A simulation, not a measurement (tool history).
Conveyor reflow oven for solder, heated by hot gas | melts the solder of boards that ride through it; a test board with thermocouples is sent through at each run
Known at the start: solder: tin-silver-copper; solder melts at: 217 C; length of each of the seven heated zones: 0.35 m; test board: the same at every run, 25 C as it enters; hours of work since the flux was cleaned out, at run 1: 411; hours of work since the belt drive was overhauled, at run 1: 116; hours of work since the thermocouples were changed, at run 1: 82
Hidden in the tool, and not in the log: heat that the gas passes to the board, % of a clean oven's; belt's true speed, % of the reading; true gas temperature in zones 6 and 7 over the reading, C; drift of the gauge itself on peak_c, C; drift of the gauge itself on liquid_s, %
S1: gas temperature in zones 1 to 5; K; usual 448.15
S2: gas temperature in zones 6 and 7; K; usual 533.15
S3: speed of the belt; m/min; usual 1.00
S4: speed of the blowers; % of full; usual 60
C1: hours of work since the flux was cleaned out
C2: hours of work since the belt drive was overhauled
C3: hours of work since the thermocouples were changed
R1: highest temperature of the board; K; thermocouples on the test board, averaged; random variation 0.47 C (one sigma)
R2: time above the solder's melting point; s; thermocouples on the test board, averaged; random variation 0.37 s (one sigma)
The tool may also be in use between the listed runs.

| run | hour | S1 | S2 | S3 | S4 | C1 | C2 | C3 | R1 | R2 |
|---|---|---|---|---|---|---|---|---|---|---|
| 1 | 0.0 | 448.15 | 533.15 | 1.00 | 60 | 411 | 116 | 82 | 507.85 | 21.5 |
| 2 | 5.6 | 448.15 | 533.15 | 1.14 | 60 | 415 | 120 | 86 | 503.15 | 13.8 |
| 3 | 17.8 | 448.15 | 533.15 | 1.14 | 60 | 423 | 128 | 94 | 502.85 | 13.6 |
| 4 | 29.9 | 448.15 | 537.15 | 1.00 | 60 | 431 | 137 | 103 | 511.35 | 23.6 |
| 5 | 40.0 | 448.15 | 537.15 | 1.00 | 60 | 439 | 144 | 110 | 511.65 | 23.5 |
|  | 45.6 | flux residue cleaned out of gas plates and filters |
| 6 | 56.2 | 448.15 | 537.15 | 1.00 | 60 | 7 | 152 | 117 | 510.25 | 22.3 |
| 7 | 64.3 | 448.15 | 533.15 | 1.00 | 65 | 13 | 157 | 123 | 509.75 | 22.0 |
| 8 | 71.5 | 444.15 | 524.15 | 1.00 | 65 | 18 | 162 | 128 | 501.25 | 14.5 |
| 9 | 81.0 | 444.15 | 524.15 | 1.00 | 65 | 25 | 169 | 135 | 501.45 | 14.8 |
|  | 90.6 | flux residue cleaned out of gas plates and filters, once more |
| 10 | 91.5 | 444.15 | 524.15 | 1.00 | 65 | 1 | 173 | 139 | 504.45 | 17.4 |
| 11 | 103.7 | 461.15 | 542.15 | 1.00 | 55 | 9 | 181 | 147 | 518.85 | 29.4 |

Run 12 comes next. What will it give?
| 12 | 112.9 | 461.15 | 542.15 | 1.00 | 55 | 16 | 188 | 154 | ? | ? |

R1: 518.95 K
R2: 29.8 s
Without the tool's hidden state the same run would have given R1 519.45 K, R2 29.9 s.
